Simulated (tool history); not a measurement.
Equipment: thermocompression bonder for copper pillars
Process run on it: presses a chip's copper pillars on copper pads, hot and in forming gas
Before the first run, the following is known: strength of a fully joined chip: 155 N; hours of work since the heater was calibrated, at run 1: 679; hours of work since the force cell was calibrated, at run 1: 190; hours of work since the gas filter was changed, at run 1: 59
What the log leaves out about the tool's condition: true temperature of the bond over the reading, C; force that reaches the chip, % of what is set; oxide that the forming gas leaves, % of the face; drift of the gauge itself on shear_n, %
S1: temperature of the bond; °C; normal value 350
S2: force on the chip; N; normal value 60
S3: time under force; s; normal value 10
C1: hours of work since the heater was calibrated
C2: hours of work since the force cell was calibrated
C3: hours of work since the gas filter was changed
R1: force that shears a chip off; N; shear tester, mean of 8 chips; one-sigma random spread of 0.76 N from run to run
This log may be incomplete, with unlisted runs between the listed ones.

Run 1, hour 0: usual settings; C1 679; C2 190; C3 59. Result: R1 51.8 N.
Run 2, hour 6.7: usual settings but S3 23 s; C1 684; C2 195; C3 63. Result: R1 71.5 N.
Run 3, hour 11.8: usual settings; C1 687; C2 198; C3 67. Result: R1 50.7 N.
Run 4, hour 16.5: usual settings but S1 340 °C; C1 690; C2 201; C3 70. Result: R1 45 N.
Run 5, hour 23.1: usual settings but S1 340 °C; C1 694; C2 205; C3 74. Result: R1 45 N.
Run 6, hour 28: usual settings but S1 340 °C; C1 697; C2 208; C3 77. Result: R1 44.1 N.
Run 7, hour 32.7: usual settings but S1 340 °C; C1 700; C2 211; C3 80. Result: R1 43.9 N.
Run 8, hour 40.2: usual settings; C1 705; C2 216; C3 84. Result: R1 50.1 N.
At hour 42.2: force cell calibrated.
Run 9, hour 45.5: usual settings; C1 707; C2 2; C3 87. Result: R1 50.5 N.
Run 10, hour 51.5: usual settings; C1 711; C2 6; C3 91. Result: R1 49.4 N.
Run 11, hour 59.5: usual settings but S1 326 °C; C1 716; C2 11; C3 96. Result: R1 34.9 N.
Run 12, hour 67.6: usual settings; C1 721; C2 16; C3 101. Result: R1 50.7 N.
Run 13, hour 75.8: usual settings but S1 369 °C; C1 726; C2 21; C3 106. Result: R1 62.5 N.
At hour 79.5: force cell calibrated, once more.
Run 14, hour 83.6: usual settings but S1 369 °C; C1 730; C2 3; C3 110. Result: R1 63.7 N.
Run 15, hour 90.3: usual settings but S1 369 °C; C1 734; C2 7; C3 114. Result: R1 63.7 N.
Run 16, hour 99.4: usual settings but S1 369 °C; C1 740; C2 12; C3 120. Result: R1 62.3 N.
Run 17, hour 103.6: usual settings but S1 369 °C; C1 742; C2 15; C3 122. Result: R1 63.7 N.
Run 18, hour 109.5: usual settings but S1 371 °C, S2 65 N; C1 746; C2 19; C3 126. Result: R1 68.1 N.
Run 19, hour 115.3: usual settings but S1 334 °C, S2 70 N, S3 26 s; C1 750; C2 22; C3 130. Result: R1 65.9 N.
Run 20, hour 122.2: usual settings but S2 58 N; C1 754; C2 27; C3 134. Result: R1 49.1 N.
Run 21, hour 128.2: usual settings but S1 336 °C, S2 73 N, S3 18 s; C1 758; C2 31; C3 138. Result: R1 57.6 N.
Run 22, hour 135.1: usual settings but S1 344 °C, S2 88 N, S3 11 s; C1 762; C2 35; C3 142. Result: R1 57.9 N.
Run 23, hour 142: usual settings but S1 346 °C, S2 88 N, S3 14 s; C1 767; C2 39; C3 146. Result: R1 66.1 N.

Here are 5 independent what-if runs from the current tool condition. What would each one return?
Run A, hour 148.8: usual settings but S1 346 °C, S2 58 N, S3 14 s; C1 771; C2 43; C3 151. Result: R1 ?.
Run B, hour 148.8: usual settings but S1 346 °C, S2 45 N, S3 14 s; C1 771; C2 43; C3 151. Result: R1 ?.
Run C, hour 148.8: usual settings but S1 373 °C, S2 41 N, S3 5 s; C1 771; C2 43; C3 151. Result: R1 ?.
Run D, hour 148.8: usual settings but S1 373 °C, S2 49 N, S3 12 s; C1 771; C2 43; C3 151. Result: R1 ?.
Run E, hour 148.8: usual settings but S1 346 °C, S2 43 N, S3 14 s; C1 771; C2 43; C3 151. Result: R1 ?.

run    R1
  A  53.3
  B  45.2
  C  40.1
  D  63.8
  E  44.4
Take away the tool's hidden state, keep each run's random variation, and the runs would have read:
run    R1
  A  61.3
  B  52.4
  C  46.2
  D  72.4
  E  51.5
